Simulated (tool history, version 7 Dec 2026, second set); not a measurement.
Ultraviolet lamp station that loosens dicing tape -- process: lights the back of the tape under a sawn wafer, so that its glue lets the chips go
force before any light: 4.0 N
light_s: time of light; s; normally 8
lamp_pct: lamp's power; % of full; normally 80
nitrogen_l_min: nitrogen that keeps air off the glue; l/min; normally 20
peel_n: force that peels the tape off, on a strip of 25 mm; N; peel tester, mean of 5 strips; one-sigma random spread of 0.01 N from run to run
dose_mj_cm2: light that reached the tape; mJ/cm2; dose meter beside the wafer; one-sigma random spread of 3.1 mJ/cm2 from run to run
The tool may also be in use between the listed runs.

| run | day | light_s | lamp_pct | nitrogen_l_min | peel_n | dose_mj_cm2 |
|---|---|---|---|---|---|---|
| 1 | 0 | 8 | 80 | 20 | 0.591 | 410 |
| 2 | 0.408 | 14 | 80 | 20 | 0.169 | 714 |
| 3 | 0.904 | 14 | 80 | 20 | 0.168 | 712 |
| 4 | 1.212 | 8 | 80 | 20 | 0.61 | 403 |
| 5 | 1.675 | 14 | 80 | 20 | 0.164 | 705 |
| 6 | 1.996 | 14 | 80 | 20 | 0.18 | 706 |
| 7 | 2.329 | 8 | 95 | 20 | 0.443 | 475 |
| 8 | 2.912 | 8 | 95 | 20 | 0.445 | 473 |
| 9 | 3.517 | 8 | 95 | 20 | 0.46 | 475 |
| 10 | 3.896 | 8 | 80 | 20 | 0.632 | 391 |
| 11 | 4.325 | 8 | 80 | 20 | 0.622 | 390 |
| 12 | 4.858 | 8 | 80 | 20 | 0.641 | 388 |
| 13 | 5.442 | 8 | 80 | 20 | 0.665 | 385 |
| 14 | 5.946 | 15 | 80 | 20 | 0.171 | 726 |
| 15 | 6.571 | 15 | 80 | 20 | 0.179 | 714 |
| 16 | 6.862 | 15 | 80 | 20 | 0.176 | 710 |
| 17 | 7.517 | 15 | 80 | 20 | 0.179 | 702 |
|  | 7.646 | window cleaned of glue's vapour |
| 18 | 7.946 | 4 | 80 | 20 | 1.538 | 208 |
| 19 | 8.425 | 5 | 80 | 20 | 1.192 | 252 |
| 20 | 8.808 | 5 | 80 | 20 | 1.229 | 254 |
| 21 | 9.108 | 8 | 80 | 20 | 0.607 | 406 |
| 22 | 9.721 | 6 | 80 | 20 | 0.98 | 301 |
| 23 | 10.362 | 9 | 80 | 26 | 0.431 | 447 |
| 24 | 10.683 | 9 | 80 | 26 | 0.415 | 445 |
| 25 | 11.346 | 9 | 80 | 26 | 0.428 | 444 |
| 26 | 11.825 | 8 | 76 | 25 | 0.613 | 374 |
| 27 | 12.475 | 8 | 70 | 25 | 0.751 | 342 |
| 28 | 12.85 | 8 | 70 | 25 | 0.724 | 344 |
| 29 | 13.562 | 6 | 99 | 6 | 1.363 | 363 |
| 30 | 13.979 | 13 | 69 | 20 | 0.337 | 534 |
| 31 | 14.367 | 13 | 69 | 20 | 0.334 | 532 |
| 32 | 14.946 | 8 | 73 | 10 | 1.137 | 340 |
| 33 | 15.55 | 8 | 73 | 10 | 1.154 | 341 |
| 34 | 16.158 | 8 | 73 | 6 | 1.458 | 341 |
| 35 | 16.742 | 4 | 93 | 9 | 1.931 | 214 |
| 36 | 17.254 | 4 | 93 | 9 | 1.868 | 215 |
| 37 | 17.65 | 6 | 80 | 8 | 1.602 | 274 |
| 38 | 18.117 | 6 | 80 | 6 | 1.802 | 270 |
| 39 | 18.654 | 6 | 80 | 6 | 1.789 | 270 |
| 40 | 19.008 | 4 | 80 | 20 | 1.666 | 181 |
| 41 | 19.4 | 10 | 77 | 9 | 0.913 | 433 |
| 42 | 19.804 | 8 | 77 | 9 | 1.227 | 337 |
| 43 | 20.333 | 8 | 77 | 9 | 1.238 | 340 |
| 44 | 20.896 | 4 | 95 | 20 | 1.483 | 205 |

What if the next run were any one of these 3? Each begins from the tool's condition after run 44:
| A | 21.517 | 7 | 64 | 32 | ? | ? |
| B | 21.517 | 5 | 73 | 24 | ? | ? |
| C | 21.517 | 6 | 84 | 10 | ? | ? |

| run | peel_n | dose_mj_cm2 |
|---|---|---|
| A | 1.043 | 238 |
| B | 1.421 | 199 |
| C | 1.426 | 277 |
With the hidden condition removed and each run's random variation left untouched, the same runs would have given:
| run | peel_n | dose_mj_cm2 |
|---|---|---|
| A | 0.655 | 326 |
| B | 0.994 | 271 |
| C | 0.999 | 377 |
